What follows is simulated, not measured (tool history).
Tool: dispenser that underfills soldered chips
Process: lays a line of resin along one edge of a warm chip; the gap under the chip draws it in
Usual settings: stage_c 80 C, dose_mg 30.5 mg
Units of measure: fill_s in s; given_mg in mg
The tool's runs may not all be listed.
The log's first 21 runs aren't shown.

run	hour	stage_c	dose_mg	fill_s	given_mg
# hour 114.7: new syringe of resin
22	116.5	82	28.9	188.8	26.64
23	121.8	86	34.7	227.6	31.99
# hour 126.2: new syringe of resin
24	129.7	86	37.4	181.9	34.35
25	134.6	86	37.4	251.4	33.97
# hour 137.5: new syringe of resin
26	142.3	77	37.2	261.4	33.64
27	146.6	82	31.8	293.3	28.96
# hour 148.9: new syringe of resin
28	151.9	68	30.1	327.7	27.08
# hour 158.7: dispensing valve cleaned and set on the balance
29	158.9	83	35.2	281.9	35.33
# hour 161.3: new syringe of resin
30	165.9	83	35.2	217.1	34.95
# hour 172.8: new syringe of resin
31	173.8	65	32	306.5	31.86
32	179.2	65	32	416.6	31.66
# hour 184: new syringe of resin
33	185.2	65	36.9	303.2	36.13
34	193	65	36.9	494.7	36.13
# hour 195.5: new syringe of resin
35	199.5	65	39.4	361.7	38.4

Branching from run 35: 4 alternative next runs. What would each branch give?
A	206.1	65	33.5	?	?
B	206.1	69	34.2	?	?
C	206.1	72	39	?	?
D	206.1	87	30.5	?	?

run	fill_s	given_mg
A	546.1	32.52
B	479.1	33.39
C	438.7	37.96
D	283.5	29.54
With the hidden condition removed and each run's random variation left untouched, the same runs would have given:
run	fill_s	given_mg
A	273.1	33.46
B	239.8	34.36
C	220	39.06
D	142.3	30.39

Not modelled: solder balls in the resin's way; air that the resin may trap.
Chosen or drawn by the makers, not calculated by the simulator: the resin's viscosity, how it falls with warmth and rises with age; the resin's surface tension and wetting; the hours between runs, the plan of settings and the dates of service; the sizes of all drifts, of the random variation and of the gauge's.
